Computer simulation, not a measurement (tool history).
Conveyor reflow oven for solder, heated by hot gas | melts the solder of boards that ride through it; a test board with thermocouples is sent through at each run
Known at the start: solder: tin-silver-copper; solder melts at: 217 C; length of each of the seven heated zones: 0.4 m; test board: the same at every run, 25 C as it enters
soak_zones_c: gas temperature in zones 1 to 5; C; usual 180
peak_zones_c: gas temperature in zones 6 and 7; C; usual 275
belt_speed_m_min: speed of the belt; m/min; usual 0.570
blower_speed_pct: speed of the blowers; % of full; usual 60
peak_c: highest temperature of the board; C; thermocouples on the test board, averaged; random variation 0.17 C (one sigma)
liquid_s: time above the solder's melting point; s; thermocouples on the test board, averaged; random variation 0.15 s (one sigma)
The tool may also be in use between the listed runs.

| run | hour | soak_zones_c | peak_zones_c | belt_speed_m_min | blower_speed_pct | peak_c | liquid_s |
|---|---|---|---|---|---|---|---|
| 1 | 0.0 | 180 | 275 | 0.570 | 60 | 260.5 | 71.8 |
| 2 | 9.9 | 180 | 275 | 0.570 | 60 | 260.3 | 71.5 |
| 3 | 22.1 | 180 | 275 | 0.570 | 60 | 260.1 | 71.7 |
| 4 | 28.4 | 180 | 275 | 0.637 | 60 | 257.0 | 61.5 |
| 5 | 34.2 | 194 | 275 | 0.637 | 60 | 259.1 | 69.1 |
| 6 | 43.4 | 194 | 275 | 0.637 | 60 | 259.5 | 69.1 |
| 7 | 49.4 | 194 | 275 | 0.637 | 60 | 259.2 | 68.9 |
| 8 | 59.9 | 194 | 275 | 0.637 | 60 | 259.3 | 68.9 |
| 9 | 73.5 | 194 | 275 | 0.637 | 60 | 259.0 | 69.0 |
| 10 | 82.8 | 194 | 275 | 0.637 | 60 | 259.1 | 69.2 |
| 11 | 91.8 | 178 | 275 | 0.570 | 60 | 259.5 | 71.4 |
| 12 | 99.7 | 178 | 275 | 0.570 | 60 | 259.7 | 70.5 |
| 13 | 106.3 | 178 | 275 | 0.570 | 60 | 259.4 | 71.1 |
| 14 | 121.0 | 178 | 275 | 0.570 | 60 | 259.4 | 70.1 |
| 15 | 132.2 | 178 | 275 | 0.570 | 60 | 259.5 | 70.2 |
| 16 | 142.8 | 180 | 275 | 0.570 | 62 | 260.2 | 71.8 |
| 17 | 153.6 | 180 | 275 | 0.570 | 62 | 260.1 | 71.7 |
| 18 | 162.1 | 171 | 275 | 0.570 | 60 | 258.0 | 66.7 |
| 19 | 168.6 | 171 | 275 | 0.570 | 60 | 258.2 | 66.7 |
| 20 | 178.2 | 180 | 276 | 0.570 | 71 | 263.2 | 73.7 |
| 21 | 188.7 | 180 | 276 | 0.570 | 71 | 263.3 | 73.4 |
| 22 | 197.9 | 180 | 276 | 0.570 | 71 | 263.0 | 73.8 |
| 23 | 211.0 | 172 | 275 | 0.570 | 86 | 265.3 | 72.9 |
| 24 | 222.3 | 168 | 287 | 0.570 | 83 | 276.0 | 75.8 |
| 25 | 233.3 | 180 | 275 | 0.570 | 76 | 264.0 | 74.7 |
| 26 | 244.4 | 180 | 275 | 0.570 | 78 | 264.2 | 74.6 |
| 27 | 249.8 | 180 | 275 | 0.570 | 78 | 264.4 | 74.7 |
| 28 | 258.1 | 180 | 275 | 0.570 | 78 | 264.5 | 74.7 |
| 29 | 267.4 | 169 | 270 | 0.622 | 60 | 251.2 | 55.3 |
| 30 | 275.1 | 193 | 269 | 0.488 | 72 | 261.8 | 92.5 |
| 31 | 282.8 | 193 | 269 | 0.488 | 72 | 261.7 | 92.3 |

Taken out of this log: 3 entries between the listed runs. Where each belongs, and how the hidden state differs across it:
Between runs 8 and 9: belt drive overhauled, speed set with a stopwatch (hour 64.8)
  heat that the gas passes to the board, % of a clean oven's: 95.7 -> 95.6; belt's true speed, % of the reading: 99.64 -> 99.4; true gas temperature in zones 6 and 7 over the reading, C: -1.36 -> -1.38
  measured less the result without the state, peak_c: -1.7 -> -1.7 C; liquid_s: -0.7 -> -0.6 s
Between runs 13 and 14: belt drive overhauled, speed set with a stopwatch, once more (hour 113.2)
  heat that the gas passes to the board, % of a clean oven's: 95 -> 94.9; belt's true speed, % of the reading: 99.36 -> 99.92; true gas temperature in zones 6 and 7 over the reading, C: -1.43 -> -1.45
  measured less the result without the state, peak_c: -2.0 -> -2.2 C; liquid_s: -0.8 -> -1.4 s
Between runs 22 and 23: flux residue cleaned out of gas plates and filters (hour 207.9)
  heat that the gas passes to the board, % of a clean oven's: 93.6 -> 99.6; belt's true speed, % of the reading: 99.82 -> 99.8; true gas temperature in zones 6 and 7 over the reading, C: -1.58 -> -1.6
  measured less the result without the state, peak_c: -2.6 -> -1.6 C; liquid_s: -1.3 -> -0.6 s
